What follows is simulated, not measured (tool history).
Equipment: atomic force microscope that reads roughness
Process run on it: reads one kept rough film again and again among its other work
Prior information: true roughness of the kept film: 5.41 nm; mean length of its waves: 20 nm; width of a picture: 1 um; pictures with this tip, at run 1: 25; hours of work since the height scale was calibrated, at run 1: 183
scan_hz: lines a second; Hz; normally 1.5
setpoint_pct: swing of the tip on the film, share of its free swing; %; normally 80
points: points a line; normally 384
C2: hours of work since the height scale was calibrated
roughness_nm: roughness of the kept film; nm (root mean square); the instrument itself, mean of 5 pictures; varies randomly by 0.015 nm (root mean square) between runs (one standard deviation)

Run 1, hour 0: usual settings; pictures with this tip 25; C2 183. Result: roughness_nm 2.983 nm (root mean square).
Run 2, hour 15.9: usual settings but scan_hz 0.95 Hz; pictures with this tip 65; C2 195. Result: roughness_nm 2.494 nm (root mean square).
At hour 27.7: new tip fitted.
Run 3, hour 30: usual settings; pictures with this tip 6; C2 206. Result: roughness_nm 3.285 nm (root mean square).
Run 4, hour 44.3: usual settings; pictures with this tip 42; C2 218. Result: roughness_nm 2.683 nm (root mean square).
Run 5, hour 58.2: usual settings; pictures with this tip 76; C2 229. Result: roughness_nm 2.256 nm (root mean square).
At hour 66.2: new tip fitted.
Run 6, hour 75.8: usual settings; pictures with this tip 24; C2 242. Result: roughness_nm 2.899 nm (root mean square).
Run 7, hour 92.9: usual settings; pictures with this tip 66; C2 256. Result: roughness_nm 2.331 nm (root mean square).
At hour 104.4: new tip fitted.
Run 8, hour 110.7: usual settings but points 526; pictures with this tip 15; C2 270. Result: roughness_nm 3.112 nm (root mean square).
Run 9, hour 128.6: usual settings but scan_hz 1.02 Hz; pictures with this tip 60; C2 284. Result: roughness_nm 2.516 nm (root mean square).
Run 10, hour 141.3: usual settings but scan_hz 1.02 Hz; pictures with this tip 91; C2 294. Result: roughness_nm 2.22 nm (root mean square).
At hour 143.1: new tip fitted.
Run 11, hour 150.6: usual settings but scan_hz 1.02 Hz; pictures with this tip 18; C2 301. Result: roughness_nm 3.156 nm (root mean square).
Run 12, hour 163.1: usual settings but points 563; pictures with this tip 49; C2 311. Result: roughness_nm 2.534 nm (root mean square).
At hour 181.3: new tip fitted.
Run 13, hour 181.3: usual settings; pictures with this tip 0; C2 325. Result: roughness_nm 3.437 nm (root mean square).
Run 14, hour 192.9: usual settings; pictures with this tip 28; C2 334. Result: roughness_nm 2.866 nm (root mean square).
Run 15, hour 211.3: usual settings; pictures with this tip 74; C2 349. Result: roughness_nm 2.23 nm (root mean square).
At hour 219.6: new tip fitted.
Run 16, hour 230.8: usual settings but setpoint_pct 78 %, points 352; pictures with this tip 27; C2 364. Result: roughness_nm 2.959 nm (root mean square).
Run 17, hour 241.3: usual settings but setpoint_pct 78 %, points 352; pictures with this tip 54; C2 372. Result: roughness_nm 2.522 nm (root mean square).
At hour 257.5: new tip fitted.
Run 18, hour 260: usual settings but scan_hz 3.34 Hz, setpoint_pct 78 %, points 352; pictures with this tip 6; C2 386. Result: roughness_nm 3.066 nm (root mean square).
Run 19, hour 278.7: usual settings but scan_hz 3.34 Hz, setpoint_pct 66 %, points 352; pictures with this tip 52; C2 401. Result: roughness_nm 2.536 nm (root mean square).
Run 20, hour 294.1: usual settings but setpoint_pct 64 %, points 530; pictures with this tip 91; C2 414. Result: roughness_nm 2.259 nm (root mean square).
At hour 296.1: new tip fitted.
Run 21, hour 308.9: usual settings but setpoint_pct 77 %, points 372; pictures with this tip 31; C2 425. Result: roughness_nm 2.831 nm (root mean square).
Run 22, hour 317.9: usual settings but scan_hz 1.29 Hz, setpoint_pct 82 %, points 327; pictures with this tip 54; C2 432. Result: roughness_nm 2.476 nm (root mean square).
Run 23, hour 329.3: usual settings but scan_hz 1.1 Hz, setpoint_pct 58 %, points 474; pictures with this tip 82; C2 441. Result: roughness_nm 2.351 nm (root mean square).
At hour 334.2: new tip fitted.
Run 24, hour 348.6: usual settings but scan_hz 1.11 Hz, setpoint_pct 67 %; pictures with this tip 36; C2 456. Result: roughness_nm 2.841 nm (root mean square).
Run 25, hour 365.9: usual settings but scan_hz 0.78 Hz, setpoint_pct 83 %, points 643; pictures with this tip 79; C2 470. Result: roughness_nm 2.287 nm (root mean square).
At hour 372: new tip fitted.
Run 26, hour 383.3: usual settings but scan_hz 1.35 Hz, points 598; pictures with this tip 28; C2 483. Result: roughness_nm 2.953 nm (root mean square).

Branching from run 26: 3 alternative next runs. What would each branch give?
Run A, hour 400.3: usual settings but scan_hz 3.44 Hz, setpoint_pct 73 %, points 296; pictures with this tip 70; C2 497. Result: roughness_nm ?.
Run B, hour 400.3: usual settings but scan_hz 1.06 Hz, setpoint_pct 71 %, points 296; pictures with this tip 70; C2 497. Result: roughness_nm ?.
Run C, hour 400.3: usual settings but scan_hz 1.96 Hz, setpoint_pct 63 %, points 900; pictures with this tip 70; C2 497. Result: roughness_nm ?.

run  roughness_nm
  A         2.158
  B         2.399
  C         2.472
Had the tool no hidden state, the same runs would have come out as:
run  roughness_nm
  A         3.284
  B         3.649
  C         3.757

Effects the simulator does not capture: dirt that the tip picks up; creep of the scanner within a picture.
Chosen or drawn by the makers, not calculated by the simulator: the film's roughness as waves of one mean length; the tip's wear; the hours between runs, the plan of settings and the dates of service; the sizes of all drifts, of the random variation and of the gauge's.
